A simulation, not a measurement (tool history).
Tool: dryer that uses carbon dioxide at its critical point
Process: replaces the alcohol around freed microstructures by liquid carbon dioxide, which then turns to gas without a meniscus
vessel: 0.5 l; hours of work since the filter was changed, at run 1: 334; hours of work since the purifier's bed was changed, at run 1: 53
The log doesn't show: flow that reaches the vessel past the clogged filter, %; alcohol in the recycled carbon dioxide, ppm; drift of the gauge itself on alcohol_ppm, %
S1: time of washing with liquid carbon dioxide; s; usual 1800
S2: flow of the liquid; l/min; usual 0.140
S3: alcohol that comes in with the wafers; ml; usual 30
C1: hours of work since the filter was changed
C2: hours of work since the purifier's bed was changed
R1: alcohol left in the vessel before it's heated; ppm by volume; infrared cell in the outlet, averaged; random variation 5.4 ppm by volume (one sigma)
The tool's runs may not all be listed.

run	hour	S1	S2	S3	C1	C2	R1
1	0.0	1800	0.140	30	334	53	346
2	5.7	2100	0.140	30	338	57	153
3	11.9	2100	0.140	30	342	61	155
4	19.0	1800	0.140	30	347	66	361
5	26.0	1800	0.190	30	352	71	77
6	35.8	1980	0.190	30	359	78	56
7	45.1	1980	0.190	30	366	84	53
8	56.3	1800	0.140	30	374	92	380
9	63.6	1800	0.140	30	379	98	398
# hour 65.4: inlet filter changed
10	73.5	1800	0.140	30	6	104	173
11	79.6	1800	0.140	30	10	108	164
12	89.8	1800	0.140	30	17	115	179
13	95.8	2640	0.140	30	22	120	45
14	101.2	2640	0.140	30	25	123	47
15	107.1	2640	0.140	30	30	128	50
16	116.2	2640	0.140	30	36	134	52
17	126.4	2640	0.140	30	43	141	53
18	134.5	1800	0.140	119	49	147	645
19	141.0	1800	0.140	30	53	152	192
20	148.3	1800	0.140	30	59	157	208
21	160.0	1800	0.140	30	67	165	216
22	165.7	1620	0.159	30	71	169	187
23	177.9	1140	0.159	30	80	178	904
24	189.1	1800	0.140	45	88	186	307
25	201.9	1800	0.140	45	97	195	309
26	208.3	1800	0.140	45	101	199	322
27	214.5	2460	0.090	59	106	204	782
28	222.5	1680	0.182	36	111	209	118
29	235.2	1380	0.145	23	120	218	522
30	241.4	1380	0.145	23	125	223	524
31	253.0	1800	0.085	81	133	231	4999
32	259.4	1800	0.085	81	137	236	5223
33	266.2	1500	0.085	59	142	240	6685
34	273.4	1500	0.085	59	147	245	6771
35	278.9	1800	0.153	109	151	249	503
36	289.3	2160	0.127	31	158	257	212
37	299.6	2160	0.127	31	166	264	214
38	308.2	1800	0.140	67	172	270	572
39	317.9	1320	0.140	30	179	277	1030
40	328.5	1320	0.140	30	186	284	1105
41	340.3	1320	0.140	30	195	293	1081

Measured less the same run without the tool's hidden state. The same run-to-run variation is in both; the gauge's scatter may not be:
run	R1
1	+209
2	+107
3	+107
4	+224
5	+58
6	+43
7	+45
8	+251
9	+263
10	+37
11	+38
12	+44
13	+35
14	+35
15	+38
16	+39
17	+43
18	+131
19	+66
20	+71
21	+78
22	+76
23	+192
24	+112
25	+117
26	+122
27	+233
28	+79
29	+173
30	+181
31	+1098
32	+1174
33	+1310
34	+1365
35	+232
36	+124
37	+129
38	+269
39	+375
40	+410
41	+415
